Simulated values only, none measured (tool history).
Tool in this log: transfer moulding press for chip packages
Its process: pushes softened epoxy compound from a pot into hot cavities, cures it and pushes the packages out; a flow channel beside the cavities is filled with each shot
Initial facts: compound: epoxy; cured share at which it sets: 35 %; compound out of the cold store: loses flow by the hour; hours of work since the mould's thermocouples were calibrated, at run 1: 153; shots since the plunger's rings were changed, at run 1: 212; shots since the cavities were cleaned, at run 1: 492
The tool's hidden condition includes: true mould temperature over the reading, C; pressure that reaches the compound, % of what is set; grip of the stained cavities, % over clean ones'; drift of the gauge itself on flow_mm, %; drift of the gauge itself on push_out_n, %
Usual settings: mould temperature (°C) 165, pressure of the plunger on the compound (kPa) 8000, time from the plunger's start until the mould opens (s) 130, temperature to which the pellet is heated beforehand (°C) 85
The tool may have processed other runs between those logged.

| run | hour | mould temperature (°C) | pressure of the plunger on the compound (kPa) | time from the plunger's start until the mould opens (s) | temperature to which the pellet is heated beforehand (°C) | hours of work since the mould's thermocouples were calibrated | shots since the plunger's rings were changed | shots since the cavities were cleaned | incoming compound's hours out of the cold store | length that the compound runs in the flow channel (mm) | greatest force on the pins that push the packages out (N) |
|---|---|---|---|---|---|---|---|---|---|---|---|
| 1 | 0.0 | 165 | 8000 | 130 | 85 | 153 | 212 | 492 | 34.7 | 711 | 825 |
| 2 | 59.6 | 165 | 8000 | 130 | 85 | 190 | 730 | 1010 | 19.0 | 735 | 1009 |
|  | 77.7 | cavities cleaned with cleaning compound and waxed |
| 3 | 117.4 | 165 | 8000 | 130 | 85 | 224 | 1220 | 345 | 36.9 | 701 | 794 |
| 4 | 152.0 | 165 | 8000 | 130 | 85 | 245 | 1521 | 646 | 13.9 | 744 | 943 |
|  | 211.4 | cavities cleaned with cleaning compound and waxed |
| 5 | 214.5 | 165 | 8000 | 130 | 85 | 282 | 2052 | 27 | 19.9 | 729 | 574 |
| 6 | 276.4 | 165 | 8000 | 162 | 85 | 320 | 2591 | 566 | 36.4 | 695 | 724 |
| 7 | 332.4 | 165 | 8000 | 162 | 85 | 355 | 3078 | 1053 | 33.7 | 696 | 861 |
|  | 344.6 | cavities cleaned with cleaning compound and waxed |
| 8 | 372.5 | 165 | 7820 | 162 | 85 | 378 | 3414 | 244 | 45.7 | 658 | 603 |
|  | 386.4 | mould's thermocouples calibrated |
| 9 | 428.1 | 168 | 9770 | 139 | 87 | 25 | 3880 | 710 | 45.8 | 720 | 795 |
| 10 | 459.5 | 165 | 8000 | 121 | 89 | 45 | 4153 | 983 | 12.1 | 724 | 1158 |
|  | 478.8 | cavities cleaned with cleaning compound and waxed |
| 11 | 501.5 | 165 | 8000 | 121 | 89 | 69 | 4505 | 197 | 36.0 | 675 | 740 |
|  | 506.5 | plunger's sealing rings changed |
| 12 | 552.2 | 165 | 8000 | 121 | 89 | 99 | 398 | 617 | 40.0 | 699 | 967 |
| 13 | 598.7 | 165 | 8820 | 129 | 85 | 127 | 802 | 1021 | 34.4 | 749 | 1048 |
|  | 613.3 | cavities cleaned with cleaning compound and waxed |
| 14 | 650.7 | 164 | 7060 | 169 | 93 | 158 | 1241 | 325 | 19.2 | 699 | 636 |
| 15 | 710.4 | 164 | 7060 | 169 | 93 | 195 | 1761 | 845 | 47.9 | 636 | 802 |
|  | 745.2 | cavities cleaned with cleaning compound and waxed |
| 16 | 770.2 | 164 | 7060 | 144 | 93 | 231 | 2269 | 218 | 31.7 | 660 | 655 |

For some of the steps in length that the compound runs in the flow channel (mm) from one run to the next: how much would appear even if the tool had no hidden state, given the settings, what came in and random variation, and how much remains for the hidden state plus any gauge scatter that the measured result and the result without hidden state don't share?
Run 11 -> 12: plunger's sealing rings changed. length that the compound runs in the flow channel (mm) +24: hidden state +30, all else -6.
Run 14 -> 15: nothing adjusted, nothing logged. length that the compound runs in the flow channel (mm) -63: hidden state -3, all else -60.
